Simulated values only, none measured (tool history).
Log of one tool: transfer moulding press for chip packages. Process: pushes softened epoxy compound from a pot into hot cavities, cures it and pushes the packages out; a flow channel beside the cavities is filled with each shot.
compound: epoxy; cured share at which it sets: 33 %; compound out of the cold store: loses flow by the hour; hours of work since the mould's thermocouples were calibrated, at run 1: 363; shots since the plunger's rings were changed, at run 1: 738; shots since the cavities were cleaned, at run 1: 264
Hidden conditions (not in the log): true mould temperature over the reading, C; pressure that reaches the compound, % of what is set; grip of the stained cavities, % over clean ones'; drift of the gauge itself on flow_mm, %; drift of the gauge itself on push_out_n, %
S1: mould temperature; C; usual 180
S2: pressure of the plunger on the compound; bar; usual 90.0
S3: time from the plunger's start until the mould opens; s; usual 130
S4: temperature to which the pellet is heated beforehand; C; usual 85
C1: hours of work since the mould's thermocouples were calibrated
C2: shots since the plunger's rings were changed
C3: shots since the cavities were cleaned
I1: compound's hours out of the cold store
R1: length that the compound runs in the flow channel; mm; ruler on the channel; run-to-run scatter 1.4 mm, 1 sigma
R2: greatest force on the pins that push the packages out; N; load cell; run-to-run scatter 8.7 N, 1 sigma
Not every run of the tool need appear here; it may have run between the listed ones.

Run 1, hour 0.0: usual settings; C1 363; C2 738; C3 264; I1 19.0. Result: R1 878 mm, R2 717 N.
At hour 60.2: cavities cleaned with cleaning compound and waxed.
Run 2, hour 64.7: usual settings; C1 410; C2 1482; C3 53; I1 17.8. Result: R1 879 mm, R2 480 N.
Run 3, hour 103.5: usual settings; C1 439; C2 1938; C3 509; I1 35.5. Result: R1 816 mm, R2 796 N.
At hour 147.5: cavities cleaned with cleaning compound and waxed.
At hour 156.2: mould's thermocouples calibrated.
Run 4, hour 174.9: usual settings; C1 14; C2 2737; C3 299; I1 16.7. Result: R1 868 mm, R2 687 N.
At hour 237.6: cavities cleaned with cleaning compound and waxed.
Run 5, hour 261.3: usual settings; C1 77; C2 3737; C3 279; I1 12.6. Result: R1 878 mm, R2 654 N.
At hour 307.0: plunger's sealing rings changed.
At hour 324.5: cavities cleaned with cleaning compound and waxed.
Run 6, hour 331.8: usual settings but S1 178 C; C1 127; C2 274; C3 87; I1 8.2. Result: R1 927 mm, R2 580 N.
Run 7, hour 392.2: usual settings; C1 172; C2 983; C3 796; I1 16.5. Result: R1 881 mm, R2 882 N.
At hour 408.7: cavities cleaned with cleaning compound and waxed.
Run 8, hour 450.7: usual settings; C1 215; C2 1654; C3 493; I1 23.8. Result: R1 853 mm, R2 766 N.
At hour 493.5: cavities cleaned with cleaning compound and waxed.
Run 9, hour 513.8: usual settings; C1 261; C2 2380; C3 240; I1 40.7. Result: R1 797 mm, R2 604 N.
Run 10, hour 562.1: usual settings; C1 297; C2 2948; C3 808; I1 36.1. Result: R1 806 mm, R2 836 N.
At hour 578.5: cavities cleaned with cleaning compound and waxed.
Run 11, hour 643.2: usual settings; C1 356; C2 3885; C3 761; I1 21.2. Result: R1 848 mm, R2 870 N.
At hour 661.7: cavities cleaned with cleaning compound and waxed.
At hour 671.6: plunger's sealing rings changed.
Run 12, hour 737.5: usual settings but S2 104.5 bar; C1 424; C2 775; C3 862; I1 31.7. Result: R1 898 mm, R2 892 N.
At hour 749.8: cavities cleaned with cleaning compound and waxed.
Run 13, hour 803.3: usual settings; C1 472; C2 1532; C3 630; I1 44.0. Result: R1 794 mm, R2 823 N.
At hour 811.5: mould's thermocouples calibrated.
At hour 834.3: cavities cleaned with cleaning compound and waxed.
Run 14, hour 861.3: usual settings but S2 73.5 bar, S3 132 s; C1 36; C2 2174; C3 319; I1 17.8. Result: R1 787 mm, R2 681 N.
At hour 919.8: cavities cleaned with cleaning compound and waxed.
Run 15, hour 939.3: usual settings but S2 96.4 bar; C1 93; C2 3074; C3 229; I1 22.9. Result: R1 881 mm, R2 651 N.
At hour 1007.6: cavities cleaned with cleaning compound and waxed.
Run 16, hour 1007.6: usual settings; C1 143; C2 3860; C3 0; I1 34.5. Result: R1 809 mm, R2 387 N.
At hour 1037.8: plunger's sealing rings changed.
Run 17, hour 1061.6: usual settings but S1 183 C, S2 82.9 bar; C1 182; C2 280; C3 606; I1 35.3. Result: R1 783 mm, R2 719 N.
At hour 1096.7: cavities cleaned with cleaning compound and waxed.
Run 18, hour 1121.6: usual settings but S1 183 C, S2 82.9 bar, S4 92 C; C1 225; C2 968; C3 293; I1 23.2. Result: R1 814 mm, R2 566 N.
At hour 1178.9: cavities cleaned with cleaning compound and waxed.
Run 19, hour 1199.0: usual settings but S3 139 s, S4 78 C; C1 282; C2 1862; C3 237; I1 30.7. Result: R1 834 mm, R2 559 N.
Run 20, hour 1249.9: usual settings but S1 181 C, S4 90 C; C1 320; C2 2460; C3 835; I1 17.1. Result: R1 867 mm, R2 823 N.
At hour 1266.9: cavities cleaned with cleaning compound and waxed.
Run 21, hour 1339.3: usual settings but S1 181 C, S2 73.6 bar, S3 134 s, S4 90 C; C1 386; C2 3495; C3 852; I1 31.7. Result: R1 738 mm, R2 787 N.
At hour 1349.1: cavities cleaned with cleaning compound and waxed.
Run 22, hour 1379.9: usual settings but S3 136 s, S4 79 C; C1 415; C2 3955; C3 362; I1 36.9. Result: R1 801 mm, R2 684 N.
At hour 1404.5: plunger's sealing rings changed.
At hour 1436.2: cavities cleaned with cleaning compound and waxed.
At hour 1468.6: mould's thermocouples calibrated.
Run 23, hour 1476.7: usual settings but S2 75.5 bar, S3 160 s; C1 6; C2 809; C3 454; I1 9.0. Result: R1 834 mm, R2 605 N.
At hour 1520.5: cavities cleaned with cleaning compound and waxed.
Run 24, hour 1532.5: usual settings but S1 183 C, S2 75.5 bar, S3 160 s; C1 47; C2 1447; C3 140; I1 32.6. Result: R1 747 mm, R2 444 N.
Run 25, hour 1598.8: usual settings but S1 183 C, S2 75.5 bar, S3 160 s; C1 96; C2 2228; C3 921; I1 23.8. Result: R1 769 mm, R2 689 N.
At hour 1604.3: cavities cleaned with cleaning compound and waxed.
Run 26, hour 1657.2: usual settings but S1 178 C, S2 69.4 bar, S3 153 s, S4 81 C; C1 139; C2 2898; C3 623; I1 45.1. Result: R1 694 mm, R2 723 N.

4 ways to go on from here, each from the tool as it stands after run 26. What would each give?
At hour 1691.8: cavities cleaned with cleaning compound and waxed.
Run A, hour 1736.3: usual settings but S2 98.2 bar; C1 197; C2 3811; C3 524; I1 34.6. Result: R1 ?, R2 ?.
At hour 1691.8: cavities cleaned with cleaning compound and waxed.
Run B, hour 1736.3: usual settings but S2 103.3 bar, S3 140 s; C1 197; C2 3811; C3 524; I1 15.0. Result: R1 ?, R2 ?.
At hour 1691.8: cavities cleaned with cleaning compound and waxed.
Run C, hour 1736.3: usual settings but S1 178 C, S2 84.3 bar, S3 135 s, S4 92 C; C1 197; C2 3811; C3 524; I1 20.1. Result: R1 ?, R2 ?.
At hour 1691.8: cavities cleaned with cleaning compound and waxed.
Run D, hour 1736.3: usual settings but S1 173 C; C1 197; C2 3811; C3 524; I1 29.3. Result: R1 ?, R2 ?.

run   R1    R2
  A  844   814
  B  932   756
  C  835   854
  D  855  1388
Without the tool's unlogged condition, the same runs would have read:
run   R1   R2
  A  867  382
  B  957  356
  C  857  400
  D  878  647
